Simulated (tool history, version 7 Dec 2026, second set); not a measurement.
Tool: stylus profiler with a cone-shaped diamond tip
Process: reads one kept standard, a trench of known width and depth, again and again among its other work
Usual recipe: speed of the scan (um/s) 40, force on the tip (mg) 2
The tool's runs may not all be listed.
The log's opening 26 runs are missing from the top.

run	hour	speed of the scan (um/s)	force on the tip (mg)	depth of the trench (Å)	width of the trench's floor (um)
27	2007.5	22	1.61	1014.9	47.93
28	2087.3	105	1.61	1014.7	47.31
29	2182.6	31	4.07	1026.3	47.94
30	2233.1	19	2.31	1019	47.97
31	2313.7	32	1	1012.7	47.78
32	2391.1	46	1.26	1014.3	47.67
33	2433.3	46	1.26	1014.4	47.6
34	2507.2	68	1.17	1013.7	47.44

Branching from run 34: 3 alternative next runs. What would each branch give?
A	2603.9	38	1.63	?	?
B	2603.9	68	0.76	?	?
C	2603.9	52	3.48	?	?

run	depth of the trench (Å)	width of the trench's floor (um)
A	1016.8	47.69
B	1012.5	47.19
C	1025.4	47.76
Stripped of hidden state, with their random variation kept, the same runs would have yielded:
run	depth of the trench (Å)	width of the trench's floor (um)
A	1012.6	48.42
B	1008.3	47.92
C	1021.2	48.49
